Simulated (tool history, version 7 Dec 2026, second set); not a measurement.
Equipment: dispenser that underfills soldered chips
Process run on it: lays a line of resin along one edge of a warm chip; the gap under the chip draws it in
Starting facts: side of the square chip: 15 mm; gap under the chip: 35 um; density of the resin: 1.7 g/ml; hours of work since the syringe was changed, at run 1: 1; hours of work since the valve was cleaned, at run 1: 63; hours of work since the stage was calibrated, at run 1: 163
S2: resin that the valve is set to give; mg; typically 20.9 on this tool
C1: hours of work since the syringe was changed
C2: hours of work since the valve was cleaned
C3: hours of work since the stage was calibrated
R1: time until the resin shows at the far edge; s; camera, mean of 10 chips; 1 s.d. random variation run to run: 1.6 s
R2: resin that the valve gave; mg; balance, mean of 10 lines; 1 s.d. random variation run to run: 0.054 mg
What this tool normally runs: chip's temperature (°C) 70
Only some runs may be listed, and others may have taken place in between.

Run 1, day 0.000: usual settings; C1 1; C2 63; C3 163. Result: R1 171.2 s, R2 20.48 mg.
At day 0.612: new syringe of resin.
Run 2, day 0.612: usual settings; C1 0; C2 73; C3 173. Result: R1 161.8 s, R2 20.44 mg.
Run 3, day 0.888: usual settings; C1 5; C2 78; C3 178. Result: R1 232.4 s, R2 20.34 mg.
At day 1.279: new syringe of resin.
Run 4, day 1.317: usual settings but chip's temperature (°C) 62; C1 1; C2 85; C3 185. Result: R1 231.8 s, R2 20.28 mg.
Run 5, day 1.812: usual settings but chip's temperature (°C) 62; C1 9; C2 93; C3 193. Result: R1 459.3 s, R2 20.23 mg.
At day 1.962: new syringe of resin.
At day 2.062: dispensing valve cleaned and set on the balance.
Run 6, day 2.171: usual settings but chip's temperature (°C) 62; C1 3; C2 2; C3 199. Result: R1 261.4 s, R2 20.81 mg.
At day 2.667: new syringe of resin.
Run 7, day 2.692: usual settings; C1 0; C2 11; C3 207. Result: R1 167.5 s, R2 20.83 mg.
Run 8, day 3.183: usual settings; C1 9; C2 19; C3 216. Result: R1 327.6 s, R2 20.71 mg.
At day 3.325: new syringe of resin.
Run 9, day 3.446: usual settings; C1 2; C2 23; C3 220. Result: R1 186.0 s, R2 20.77 mg.
Run 10, day 3.938: usual settings; C1 10; C2 32; C3 228. Result: R1 366.2 s, R2 20.61 mg.
At day 3.975: new syringe of resin.
Run 11, day 4.271: usual settings; C1 5; C2 37; C3 234. Result: R1 237.2 s, R2 20.55 mg.
At day 4.625: new syringe of resin.
Run 12, day 4.725: usual settings; C1 2; C2 45; C3 242. Result: R1 187.0 s, R2 20.45 mg.
Run 13, day 5.033: usual settings but chip's temperature (°C) 77, S2 23.3 mg; C1 7; C2 50; C3 247. Result: R1 213.2 s, R2 22.84 mg.
At day 5.283: new syringe of resin.
Run 14, day 5.562: usual settings but chip's temperature (°C) 83, S2 24.0 mg; C1 5; C2 59; C3 256. Result: R1 150.8 s, R2 23.47 mg.
Run 15, day 5.833: usual settings but chip's temperature (°C) 62, S2 19.9 mg; C1 9; C2 63; C3 260. Result: R1 450.3 s, R2 19.43 mg.
At day 5.929: new syringe of resin.
Run 16, day 6.329: usual settings but chip's temperature (°C) 77, S2 26.7 mg; C1 7; C2 72; C3 269. Result: R1 212.3 s, R2 26.07 mg.
At day 6.592: new syringe of resin.
Run 17, day 6.762: usual settings but chip's temperature (°C) 77, S2 26.3 mg; C1 3; C2 79; C3 276. Result: R1 160.9 s, R2 25.43 mg.
Run 18, day 7.183: usual settings but S2 24.0 mg; C1 10; C2 86; C3 283. Result: R1 361.7 s, R2 23.08 mg.
At day 7.267: new syringe of resin.
Run 19, day 7.454: usual settings but chip's temperature (°C) 69, S2 22.0 mg; C1 3; C2 91; C3 287. Result: R1 217.2 s, R2 21.21 mg.
Run 20, day 7.729: usual settings but chip's temperature (°C) 56, S2 23.0 mg; C1 8; C2 95; C3 292. Result: R1 502.4 s, R2 22.22 mg.
At day 7.867: dispensing valve cleaned and set on the balance.
At day 7.962: new syringe of resin.
Run 21, day 8.317: usual settings but chip's temperature (°C) 56, S2 23.0 mg; C1 6; C2 8; C3 301. Result: R1 441.4 s, R2 22.84 mg.
Run 22, day 8.592: usual settings but chip's temperature (°C) 59, S2 26.8 mg; C1 11; C2 12; C3 306. Result: R1 554.0 s, R2 26.68 mg.

Predict the results of run 23:
At day 8.658: new syringe of resin.
Run 23, day 9.062: usual settings but chip's temperature (°C) 63, S2 24.2 mg; C1 7; C2 20; C3 314. Result: R1 ?, R2 ?.

Run 23 measured R1 360.3 s, R2 24.05 mg.
Were there no unlogged condition in the tool, this run, its random variation unchanged, would have produced R1 196.9 s, R2 24.27 mg.
